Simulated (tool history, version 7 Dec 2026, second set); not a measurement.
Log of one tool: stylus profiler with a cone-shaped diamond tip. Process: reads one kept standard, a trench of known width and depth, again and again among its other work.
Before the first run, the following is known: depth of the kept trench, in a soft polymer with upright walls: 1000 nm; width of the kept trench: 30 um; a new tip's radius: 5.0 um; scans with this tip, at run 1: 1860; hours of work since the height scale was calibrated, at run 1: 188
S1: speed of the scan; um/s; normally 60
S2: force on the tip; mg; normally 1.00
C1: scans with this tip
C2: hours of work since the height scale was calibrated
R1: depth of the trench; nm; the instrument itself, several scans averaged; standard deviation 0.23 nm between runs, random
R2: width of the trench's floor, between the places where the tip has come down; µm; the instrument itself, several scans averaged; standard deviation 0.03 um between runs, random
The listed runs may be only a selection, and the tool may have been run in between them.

run     day   S1    S2    C1   C2       R1     R2
  1   0.000   60  1.00  1860  188  1009.38  23.73
  2   0.542   60  1.00  1946  196  1009.67  23.70
  3   0.879   60  1.00  1999  202  1009.42  23.75
  4   1.488   60  1.00  2094  211  1009.21  23.76
  5   1.929   60  1.00  2164  219  1009.83  23.74
  6   2.254   20  1.00  2215  224  1009.73  23.90
  7   3.017   60  1.16  2336  236  1010.71  23.75
  8   3.671   27  1.00  2439  246  1009.62  23.92
  9   4.421   27  1.00  2557  258  1009.80  23.90
 10   5.108   27  1.00  2665  269  1009.60  23.82
 11   5.608   27  1.00  2744  277  1009.74  23.86
 12   6.254   27  1.00  2846  287  1009.85  23.89
 13   6.671   27  1.00  2912  294  1009.50  23.88
 14   7.050   60  0.36  2972  300  1004.67  23.52
 15   7.817   60  1.00  3093  312  1009.64  23.68
 16   8.538   60  1.00  3206  324  1009.45  23.72
 17   9.038   60  1.00  3285  332  1009.97  23.70
 18   9.571   60  1.00  3369  340  1009.54  23.72
 19   9.971   60  1.00  3432  347  1009.81  23.68
 20  10.446   60  1.00  3508  354  1009.88  23.76
 21  10.838   60  1.00  3569  360  1009.51  23.77
 22  11.604   60  1.00  3690  373  1009.45  23.72
 23  12.012   60  1.00  3754  379  1009.46  23.69
 24  12.721   60  1.00  3866  390  1009.55  23.69
 25  13.308   60  1.00  3959  400  1009.62  23.69
 26  13.679   31  1.90  4017  406  1014.75  23.88
 27  14.383   31  1.90  4128  417  1014.37  23.89
 28  15.050   55  0.39  4233  427  1005.28  23.53
 29  15.475   60  0.56  4300  434  1006.60  23.61
 30  16.229   33  2.25  4419  446  1016.12  23.90
 31  16.692   54  0.67  4492  454  1007.27  23.71
 32  17.029   47  0.38  4545  459  1004.62  23.62
 33  17.358   47  0.38  4597  464  1005.18  23.66
 34  17.929   28  0.36  4687  473  1004.22  23.75
 35  18.671   60  0.42  4804  485  1005.33  23.57
 36  19.204   60  0.42  4888  494  1005.30  23.55
 37  19.746   60  1.00  4973  502  1009.16  23.76
 38  20.533   60  1.00  5098  515  1009.81  23.74
 39  21.029   32  0.50  5176  523  1005.90  23.76
 40  21.729   81  1.30  5287  534  1011.17  23.62
 41  22.508   42  0.71  5409  546  1007.43  23.76
 42  22.900  213  0.51  5471  552  1005.84  22.53
 43  23.300   90  0.51  5534  559  1006.19  23.44
 44  23.762   91  0.87  5607  566  1008.73  23.52
 45  24.275   18  0.79  5688  574  1008.15  23.92
 46  24.650   65  2.90  5747  580  1019.30  23.85
 47  25.329   89  0.40  5854  591  1005.24  23.33

3 options for the next run, each taken on its own from the tool as it stands now. Forecast them:
  A  25.967   35  2.65  5955  601   ?   ?
  B  25.967   85  0.36  5955  601   ?   ?
  C  25.967  106  1.71  5955  601   ?   ?

run       R1     R2
  A  1018.48  23.87
  B  1004.97  23.31
  C  1014.02  23.60
Without the tool's hidden state the same runs would have given:
run       R1     R2
  A  1018.47  23.88
  B  1004.97  23.31
  C  1014.02  23.60
